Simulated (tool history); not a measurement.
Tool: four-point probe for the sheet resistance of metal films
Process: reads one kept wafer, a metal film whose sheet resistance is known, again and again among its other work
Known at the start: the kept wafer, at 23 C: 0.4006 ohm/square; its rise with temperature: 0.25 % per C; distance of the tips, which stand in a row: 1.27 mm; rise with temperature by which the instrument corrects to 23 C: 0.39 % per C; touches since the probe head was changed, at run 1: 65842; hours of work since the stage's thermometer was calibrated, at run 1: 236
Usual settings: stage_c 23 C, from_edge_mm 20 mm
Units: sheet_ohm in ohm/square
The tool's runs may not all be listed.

| run | hour | stage_c | from_edge_mm | touches since the probe head was changed | hours of work since the stage's thermometer was calibrated | sheet_ohm |
|---|---|---|---|---|---|---|
| 1 | 0.0 | 23 | 20 | 65842 | 236 | 0.400846 |
| 2 | 16.6 | 23 | 20 | 66629 | 249 | 0.401053 |
| 3 | 38.7 | 23 | 20 | 67672 | 266 | 0.400731 |
| 4 | 53.1 | 23 | 20 | 68354 | 277 | 0.400948 |
| 5 | 78.9 | 23 | 20 | 69575 | 297 | 0.400825 |
| 6 | 97.0 | 23 | 20 | 70431 | 312 | 0.400864 |
| 7 | 130.0 | 23 | 20 | 71989 | 337 | 0.400962 |
| 8 | 151.3 | 25 | 20 | 72998 | 354 | 0.399821 |
| 9 | 182.4 | 23 | 4 | 74467 | 378 | 0.420404 |
| 10 | 198.7 | 23 | 57 | 75236 | 390 | 0.400058 |
| 11 | 230.5 | 26 | 6 | 76740 | 415 | 0.407660 |
| 12 | 255.7 | 30 | 7 | 77933 | 435 | 0.402941 |
| 13 | 286.6 | 22 | 57 | 79393 | 458 | 0.400652 |

The next listed run, before its measurement:
| 14 | 311.6 | 25 | 28 | 80575 | 478 | ? |

{"run 14": {"sheet_ohm": 0.399133}}
Without the tool's hidden state the same run would have given sheet_ohm 0.399905 ohm/square.
